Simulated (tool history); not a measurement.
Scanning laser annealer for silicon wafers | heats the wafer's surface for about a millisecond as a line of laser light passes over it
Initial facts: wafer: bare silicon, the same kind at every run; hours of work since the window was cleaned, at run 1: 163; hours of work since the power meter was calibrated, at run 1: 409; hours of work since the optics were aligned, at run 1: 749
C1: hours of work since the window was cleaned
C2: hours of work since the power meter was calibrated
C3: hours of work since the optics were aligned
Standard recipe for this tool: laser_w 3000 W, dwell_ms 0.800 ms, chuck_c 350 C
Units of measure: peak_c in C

{"run": 1, "hour": 0.0, "laser_w": 3000, "dwell_ms": 0.8, "chuck_c": 350, "C1": 163, "C2": 409, "C3": 749, "peak_c": 1066}
{"run": 2, "hour": 12.6, "laser_w": 3000, "dwell_ms": 0.8, "chuck_c": 350, "C1": 170, "C2": 416, "C3": 755, "peak_c": 1063}
{"run": 3, "hour": 32.5, "laser_w": 3000, "dwell_ms": 0.8, "chuck_c": 350, "C1": 180, "C2": 426, "C3": 766, "peak_c": 1060}
{"run": 4, "hour": 48.0, "laser_w": 3000, "dwell_ms": 0.8, "chuck_c": 350, "C1": 188, "C2": 434, "C3": 774, "peak_c": 1058}
{"run": 5, "hour": 69.3, "laser_w": 3000, "dwell_ms": 0.8, "chuck_c": 354, "C1": 199, "C2": 445, "C3": 785, "peak_c": 1067}
{"run": 6, "hour": 91.5, "laser_w": 3000, "dwell_ms": 0.8, "chuck_c": 354, "C1": 211, "C2": 457, "C3": 796, "peak_c": 1065}
{"run": 7, "hour": 109.9, "laser_w": 3000, "dwell_ms": 0.8, "chuck_c": 354, "C1": 220, "C2": 466, "C3": 806, "peak_c": 1064}
{"run": 8, "hour": 124.7, "laser_w": 3000, "dwell_ms": 0.8, "chuck_c": 359, "C1": 228, "C2": 474, "C3": 814, "peak_c": 1068}
{"run": 9, "hour": 135.0, "laser_w": 3000, "dwell_ms": 0.8, "chuck_c": 359, "C1": 233, "C2": 480, "C3": 819, "peak_c": 1066}
{"run": 10, "hour": 145.4, "laser_w": 3000, "dwell_ms": 0.8, "chuck_c": 359, "C1": 239, "C2": 485, "C3": 825, "peak_c": 1066}
{"run": 11, "hour": 158.0, "laser_w": 3000, "dwell_ms": 0.8, "chuck_c": 359, "C1": 245, "C2": 491, "C3": 831, "peak_c": 1066}
{"run": 12, "hour": 176.3, "laser_w": 3000, "dwell_ms": 0.8, "chuck_c": 353, "C1": 255, "C2": 501, "C3": 841, "peak_c": 1060}
{"run": 13, "hour": 189.8, "laser_w": 3000, "dwell_ms": 0.8, "chuck_c": 350, "C1": 262, "C2": 508, "C3": 848, "peak_c": 1059}
{"run": 14, "hour": 207.3, "laser_w": 3000, "dwell_ms": 0.8, "chuck_c": 371, "C1": 271, "C2": 517, "C3": 857, "peak_c": 1080}
{"run": 15, "hour": 227.4, "laser_w": 3000, "dwell_ms": 0.8, "chuck_c": 371, "C1": 281, "C2": 528, "C3": 867, "peak_c": 1078}
{"run": 16, "hour": 239.1, "laser_w": 3000, "dwell_ms": 0.8, "chuck_c": 371, "C1": 287, "C2": 534, "C3": 873, "peak_c": 1081}
{"run": 17, "hour": 248.6, "laser_w": 3016, "dwell_ms": 0.672, "chuck_c": 322, "C1": 292, "C2": 539, "C3": 878, "peak_c": 982}
{"hour": 252.3, "done": "window over the wafer cleaned"}
{"run": 18, "hour": 263.9, "laser_w": 3102, "dwell_ms": 0.8, "chuck_c": 350, "C1": 6, "C2": 545, "C3": 885, "peak_c": 1081}
{"hour": 270.7, "done": "optics aligned, line set to its width"}
{"run": 19, "hour": 282.8, "laser_w": 3102, "dwell_ms": 0.8, "chuck_c": 350, "C1": 13, "C2": 553, "C3": 6, "peak_c": 1105}
{"run": 20, "hour": 296.7, "laser_w": 2711, "dwell_ms": 0.636, "chuck_c": 370, "C1": 20, "C2": 560, "C3": 14, "peak_c": 950}
{"run": 21, "hour": 310.7, "laser_w": 3136, "dwell_ms": 0.763, "chuck_c": 370, "C1": 28, "C2": 567, "C3": 21, "peak_c": 1120}
{"run": 22, "hour": 328.2, "laser_w": 3136, "dwell_ms": 0.613, "chuck_c": 342, "C1": 37, "C2": 576, "C3": 30, "peak_c": 1021}
{"run": 23, "hour": 343.8, "laser_w": 3136, "dwell_ms": 0.613, "chuck_c": 342, "C1": 45, "C2": 584, "C3": 38, "peak_c": 1022}
{"run": 24, "hour": 354.8, "laser_w": 3229, "dwell_ms": 0.805, "chuck_c": 360, "C1": 51, "C2": 590, "C3": 44, "peak_c": 1154}
{"run": 25, "hour": 375.1, "laser_w": 3229, "dwell_ms": 0.805, "chuck_c": 360, "C1": 61, "C2": 601, "C3": 54, "peak_c": 1146}
{"hour": 383.1, "done": "window over the wafer cleaned, once more"}
{"run": 26, "hour": 394.2, "laser_w": 2613, "dwell_ms": 0.709, "chuck_c": 341, "C1": 6, "C2": 610, "C3": 63, "peak_c": 931}
{"run": 27, "hour": 414.8, "laser_w": 3000, "dwell_ms": 0.8, "chuck_c": 322, "C1": 16, "C2": 620, "C3": 74, "peak_c": 1058}
{"run": 28, "hour": 433.9, "laser_w": 3000, "dwell_ms": 0.622, "chuck_c": 350, "C1": 26, "C2": 630, "C3": 84, "peak_c": 1012}
{"run": 29, "hour": 450.1, "laser_w": 3000, "dwell_ms": 0.622, "chuck_c": 350, "C1": 35, "C2": 639, "C3": 92, "peak_c": 1009}
{"run": 30, "hour": 464.6, "laser_w": 2935, "dwell_ms": 0.805, "chuck_c": 336, "C1": 42, "C2": 646, "C3": 100, "peak_c": 1055}
{"run": 31, "hour": 486.4, "laser_w": 2566, "dwell_ms": 0.659, "chuck_c": 336, "C1": 54, "C2": 658, "C3": 111, "peak_c": 895}

What differs in the tool's unlogged condition from the final listed run ahead of each entry between runs to the first listed run following it?
After run 17, before run 18: window over the wafer cleaned (hour 252.3)
  light that passes the window, % of a clean one's: 98.76 -> 98.35; width of the line over the set one, %: 4.25 -> 4.29
  measured value less the no-hidden-state value, peak_c: -30 -> -38 C
After run 18, before run 19: optics aligned, line set to its width (hour 270.7)
  light that passes the window, % of a clean one's: 98.35 -> 98.33; width of the line over the set one, %: 4.29 -> 0.23
  measured value less the no-hidden-state value, peak_c: -38 -> -15 C
After run 25, before run 26: window over the wafer cleaned, once more (hour 383.1)
  light that passes the window, % of a clean one's: 98.14 -> 99.92; width of the line over the set one, %: 0.46 -> 0.5
  measured value less the no-hidden-state value, peak_c: -19 -> -1 C

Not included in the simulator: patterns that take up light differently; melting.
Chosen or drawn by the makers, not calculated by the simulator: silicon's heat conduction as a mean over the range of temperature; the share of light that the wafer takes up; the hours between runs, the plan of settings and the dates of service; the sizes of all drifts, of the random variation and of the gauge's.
